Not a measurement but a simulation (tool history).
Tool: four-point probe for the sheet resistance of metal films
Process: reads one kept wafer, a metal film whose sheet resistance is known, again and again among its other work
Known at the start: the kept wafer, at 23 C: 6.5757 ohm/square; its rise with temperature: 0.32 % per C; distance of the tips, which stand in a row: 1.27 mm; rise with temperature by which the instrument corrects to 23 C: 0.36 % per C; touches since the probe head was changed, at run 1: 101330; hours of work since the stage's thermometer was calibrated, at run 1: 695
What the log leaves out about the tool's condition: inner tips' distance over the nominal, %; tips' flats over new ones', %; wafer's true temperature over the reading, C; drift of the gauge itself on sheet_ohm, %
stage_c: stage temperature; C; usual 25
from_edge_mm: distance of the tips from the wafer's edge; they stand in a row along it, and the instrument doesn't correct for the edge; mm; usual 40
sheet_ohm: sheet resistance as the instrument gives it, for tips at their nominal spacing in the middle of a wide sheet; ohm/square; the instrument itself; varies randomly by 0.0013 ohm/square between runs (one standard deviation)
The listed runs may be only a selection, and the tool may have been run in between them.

run   hour  stage_c  from_edge_mm  touches since the probe head was changed  hours of work since the stage's thermometer was calibrated  sheet_ohm
  1    0.0       25            40                                    101330                                                         695   6.620138
  2   21.5       25            40                                    102715                                                         711   6.619897
  3   48.2       25            10                                    104431                                                         732   6.677579
  4   61.4       23            10                                    105283                                                         741   6.677942
  5   83.7       20            10                                    106718                                                         758   6.688597
  6  105.1       20            10                                    108095                                                         774   6.689133
  7  126.0       20            10                                    109438                                                         790   6.690317
  8  148.9       25            40                                    110914                                                         807   6.626096
  9  167.9       34            40                                    112140                                                         822   6.600283
 10  181.3       25            74                                    113003                                                         832   6.622553
 11  200.2       25             7                                    114218                                                         846   6.733514
 12  222.9       25             7                                    115682                                                         863   6.735285
 13  236.2       25             7                                    116535                                                         873   6.737956
 14  262.1       25            40                                    118203                                                         892   6.624911
 15  277.9       25            40                                    119217                                                         904   6.623494
 16  290.8       26            28                                    120051                                                         914   6.628178
     293.0  -- stage's thermometer calibrated
 17  312.0       23            28                                    121386                                                          14   6.635407
 18  326.7       22             3                                    122330                                                          25   7.209526
 19  343.5       19            36                                    123409                                                          38   6.642697
 20  361.2       26            41                                    124550                                                          51   6.625802
     369.4  -- stage's thermometer calibrated, once more
 21  378.0       26            19                                    125600                                                           6   6.639761
 22  403.5       26            19                                    127242                                                          26   6.642599
 23  415.8       32            29                                    128033                                                          35   6.615979
 24  441.5       27            40                                    129691                                                          54   6.626443
 25  453.8       27             6                                    130478                                                          63   6.779648
 26  465.3       28            47                                    131218                                                          72   6.622941
 27  491.9       21             3                                    132931                                                          92   7.217853
 28  507.1       25            46                                    133910                                                         104   6.631881
 29  528.2       34            17                                    135267                                                         119   6.626158
 30  546.2       31             4                                    136427                                                         133   6.956334

Forecast each of these 5 alternatives for the next run:
  A  570.1       18            19                                    137970                                                         151          ?
  B  570.1       25            64                                    137970                                                         151          ?
  C  570.1       24            40                                    137970                                                         151          ?
  D  570.1       23             6                                    137970                                                         151          ?
  E  570.1       33             6                                    137970                                                         151          ?

run  sheet_ohm
  A   6.664363
  B   6.631476
  C   6.637964
  D   6.792947
  E   6.764786
Take away the tool's hidden state, keep each run's random variation, and the runs would have read:
run  sheet_ohm
  A   6.604262
  B   6.571661
  C   6.578092
  D   6.731789
  E   6.703881
